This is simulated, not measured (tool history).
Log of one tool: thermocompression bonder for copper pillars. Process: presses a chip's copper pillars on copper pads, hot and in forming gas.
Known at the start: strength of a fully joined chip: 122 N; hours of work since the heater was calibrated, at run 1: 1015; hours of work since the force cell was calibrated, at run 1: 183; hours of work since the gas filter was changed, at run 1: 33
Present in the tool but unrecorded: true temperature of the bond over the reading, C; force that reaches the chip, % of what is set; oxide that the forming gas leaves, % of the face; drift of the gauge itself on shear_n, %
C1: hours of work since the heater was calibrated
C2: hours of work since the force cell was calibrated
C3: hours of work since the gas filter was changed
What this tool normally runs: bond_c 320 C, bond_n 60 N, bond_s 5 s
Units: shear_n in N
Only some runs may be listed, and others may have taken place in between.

Run 1, hour 0: usual settings; C1 1015; C2 183; C3 33. Result: shear_n 50.6 N.
Run 2, hour 33.8: usual settings but bond_s 3 s; C1 1032; C2 200; C3 49. Result: shear_n 39.6 N.
Run 3, hour 61.1: usual settings but bond_n 42 N; C1 1045; C2 213; C3 63. Result: shear_n 33.1 N.
Run 4, hour 87.4: usual settings; C1 1058; C2 226; C3 76. Result: shear_n 50.6 N.
Run 5, hour 106.9: usual settings; C1 1068; C2 236; C3 86. Result: shear_n 49.4 N.
Run 6, hour 122.4: usual settings but bond_c 324 C; C1 1076; C2 244; C3 93. Result: shear_n 53.4 N.
Run 7, hour 147.2: usual settings but bond_c 324 C; C1 1088; C2 256; C3 106. Result: shear_n 52.4 N.
Run 8, hour 182.8: usual settings but bond_c 324 C; C1 1106; C2 274; C3 123. Result: shear_n 51.9 N.
Run 9, hour 202.4: usual settings but bond_c 324 C; C1 1115; C2 283; C3 133. Result: shear_n 50.5 N.
Run 10, hour 218.6: usual settings; C1 1123; C2 291; C3 141. Result: shear_n 49.9 N.
Run 11, hour 252: usual settings but bond_s 7 s; C1 1140; C2 308; C3 158. Result: shear_n 54.7 N.
Run 12, hour 270: usual settings but bond_s 7 s; C1 1149; C2 317; C3 167. Result: shear_n 55.3 N.
Run 13, hour 301.5: usual settings; C1 1164; C2 332; C3 182. Result: shear_n 48.4 N.
Run 14, hour 324.8: usual settings; C1 1176; C2 344; C3 194. Result: shear_n 48.3 N.
Run 15, hour 342.5: usual settings; C1 1185; C2 353; C3 203. Result: shear_n 47.1 N.
Run 16, hour 366.4: usual settings but bond_n 49 N; C1 1197; C2 365; C3 214. Result: shear_n 39.3 N.
Run 17, hour 388.6: usual settings but bond_n 49 N; C1 1208; C2 376; C3 225. Result: shear_n 38.4 N.
Run 18, hour 413: usual settings but bond_n 49 N, bond_s 7 s; C1 1220; C2 388; C3 238. Result: shear_n 42.5 N.
Run 19, hour 436.7: usual settings but bond_n 49 N, bond_s 7 s; C1 1232; C2 400; C3 249. Result: shear_n 43.7 N.
Run 20, hour 465.7: usual settings but bond_n 49 N, bond_s 7 s; C1 1246; C2 414; C3 264. Result: shear_n 42.5 N.
Run 21, hour 499.8: usual settings; C1 1263; C2 431; C3 281. Result: shear_n 47.1 N.
Run 22, hour 519.6: usual settings but bond_c 350 C, bond_n 52 N, bond_s 6 s; C1 1273; C2 441; C3 290. Result: shear_n 61 N.
Run 23, hour 544.7: usual settings but bond_c 350 C, bond_n 52 N, bond_s 6 s; C1 1285; C2 453; C3 303. Result: shear_n 60.5 N.
Run 24, hour 566.2: usual settings; C1 1296; C2 464; C3 314. Result: shear_n 46.4 N.
At hour 591.2: forming gas filter changed.
Run 25, hour 602.1: usual settings; C1 1313; C2 481; C3 5. Result: shear_n 52.1 N.
At hour 606.4: heater calibrated with a thermocouple chip.
Run 26, hour 624.7: usual settings but bond_c 297 C; C1 9; C2 492; C3 16. Result: shear_n 40.5 N.
Run 27, hour 644.5: usual settings but bond_c 297 C; C1 19; C2 501; C3 25. Result: shear_n 40.2 N.
Run 28, hour 676.6: usual settings but bond_c 333 C, bond_n 65 N; C1 35; C2 517; C3 41. Result: shear_n 67.4 N.
At hour 687: heater calibrated with a thermocouple chip, once more.
Run 29, hour 705.1: usual settings but bond_c 333 C, bond_n 65 N; C1 9; C2 530; C3 55. Result: shear_n 58.1 N.
Run 30, hour 722.8: usual settings but bond_c 312 C, bond_n 83 N; C1 18; C2 539; C3 63. Result: shear_n 57.9 N.
Run 31, hour 740.8: usual settings but bond_c 314 C, bond_n 55 N, bond_s 12 s; C1 27; C2 548; C3 72. Result: shear_n 52 N.
Run 32, hour 758.2: usual settings but bond_c 314 C, bond_n 55 N, bond_s 12 s; C1 35; C2 557; C3 81. Result: shear_n 51.2 N.
Run 33, hour 778: usual settings but bond_c 314 C, bond_n 55 N, bond_s 12 s; C1 45; C2 567; C3 91. Result: shear_n 51.4 N.
Run 34, hour 811.5: usual settings but bond_c 314 C, bond_n 55 N, bond_s 12 s; C1 62; C2 583; C3 107. Result: shear_n 51.9 N.
Run 35, hour 832.3: usual settings but bond_c 314 C, bond_n 55 N, bond_s 12 s; C1 72; C2 594; C3 118. Result: shear_n 50.8 N.
Run 36, hour 865.4: usual settings but bond_s 9 s; C1 89; C2 610; C3 134. Result: shear_n 54 N.
Run 37, hour 882.9: usual settings but bond_c 292 C, bond_n 67 N, bond_s 9 s; C1 97; C2 619; C3 143. Result: shear_n 41.4 N.
Run 38, hour 907.7: usual settings but bond_c 309 C, bond_n 64 N, bond_s 14 s; C1 109; C2 631; C3 155. Result: shear_n 58.9 N.
Run 39, hour 945.6: usual settings but bond_c 309 C, bond_n 64 N, bond_s 14 s; C1 128; C2 650; C3 174. Result: shear_n 57 N.
Run 40, hour 966.2: usual settings but bond_c 331 C, bond_n 64 N, bond_s 3 s; C1 139; C2 660; C3 184. Result: shear_n 42.7 N.
Run 41, hour 995.4: usual settings but bond_c 331 C, bond_n 64 N, bond_s 3 s; C1 153; C2 675; C3 199. Result: shear_n 43.9 N.

Each run again, without the hidden state but with its own random variation kept:
run  shear_n
  1       47
  2     36.6
  3     30.6
  4     47.5
  5     46.4
  6     50.4
  7     49.7
  8     49.4
  9     48.2
 10     47.6
 11     52.6
 12     53.2
 13     46.6
 14     46.6
 15     45.6
 16     37.9
 17     37.1
 18     41.4
 19     42.7
 20     41.7
 21     46.6
 22     61.8
 23     61.5
 24     46.3
 25       47
 26     33.7
 27     33.7
 28     59.8
 29     60.8
 30     60.7
 31     54.8
 32       54
 33     54.4
 34     55.1
 35     54.1
 36     57.7
 37     44.5
 38     63.2
 39     61.5
 40     46.5
 41     47.8
